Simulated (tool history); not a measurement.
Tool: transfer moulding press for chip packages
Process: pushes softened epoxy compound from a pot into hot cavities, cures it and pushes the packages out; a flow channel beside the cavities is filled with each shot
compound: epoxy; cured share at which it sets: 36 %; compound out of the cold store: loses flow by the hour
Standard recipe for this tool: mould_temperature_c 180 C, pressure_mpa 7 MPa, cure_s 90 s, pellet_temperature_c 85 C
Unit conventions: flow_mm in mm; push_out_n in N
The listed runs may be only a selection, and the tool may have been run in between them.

| run | hour | mould_temperature_c | pressure_mpa | cure_s | pellet_temperature_c | incoming compound's hours out of the cold store | flow_mm | push_out_n |
|---|---|---|---|---|---|---|---|---|
| 1 | 0 | 180 | 7 | 90 | 85 | 42.2 | 562 | 409 |
| 2 | 12.2 | 180 | 7 | 90 | 85 | 18.6 | 591 | 542 |
| 3 | 24.5 | 180 | 7 | 90 | 85 | 26.8 | 584 | 568 |
| 4 | 33.4 | 184 | 7 | 90 | 85 | 35.3 | 557 | 537 |
| 5 | 43.6 | 180 | 5.7 | 90 | 85 | 14.2 | 540 | 663 |
| 6 | 58.5 | 180 | 7 | 90 | 85 | 29 | 575 | 713 |
|  | 63.9 | cavities cleaned with cleaning compound and waxed |
| 7 | 69.5 | 180 | 7 | 90 | 85 | 43.2 | 553 | 467 |
| 8 | 81.1 | 180 | 7 | 90 | 85 | 29.2 | 572 | 542 |
| 9 | 95.6 | 180 | 7 | 97 | 85 | 22.4 | 584 | 545 |
| 10 | 105.7 | 180 | 7 | 90 | 85 | 40.4 | 557 | 625 |
| 11 | 122.9 | 180 | 6.77 | 95 | 93 | 31.1 | 558 | 626 |
|  | 126.7 | cavities cleaned with cleaning compound and waxed |
| 12 | 135.7 | 180 | 6.77 | 95 | 93 | 19.7 | 573 | 453 |
| 13 | 146.3 | 181 | 8.46 | 119 | 83 | 10.9 | 651 | 430 |
| 14 | 163.1 | 181 | 6.34 | 119 | 83 | 31.2 | 538 | 458 |
| 15 | 179.7 | 181 | 6.34 | 119 | 83 | 36.4 | 532 | 502 |
|  | 186.5 | mould's thermocouples calibrated |
|  | 191.9 | cavities cleaned with cleaning compound and waxed |
| 16 | 195.6 | 183 | 6.84 | 129 | 79 | 20.9 | 561 | 336 |
| 17 | 207.8 | 183 | 5.6 | 88 | 86 | 14.7 | 518 | 491 |
| 18 | 218.7 | 178 | 8.66 | 88 | 86 | 15.6 | 654 | 715 |
| 19 | 227.4 | 178 | 8.66 | 88 | 86 | 25.3 | 642 | 735 |
| 20 | 238 | 178 | 8.66 | 88 | 86 | 34.8 | 625 | 749 |

Forecast each of these 3 alternatives for the next run:
| A | 251.9 | 178 | 8.66 | 90 | 86 | 20.5 | ? | ? |
| B | 251.9 | 181 | 6.13 | 113 | 85 | 43.2 | ? | ? |
| C | 251.9 | 178 | 8.66 | 102 | 86 | 11.5 | ? | ? |

| run | flow_mm | push_out_n |
|---|---|---|
| A | 649 | 767 |
| B | 507 | 532 |
| C | 661 | 665 |
With no hidden state in the tool, these same runs would have given:
| run | flow_mm | push_out_n |
|---|---|---|
| A | 677 | 477 |
| B | 529 | 324 |
| C | 690 | 414 |
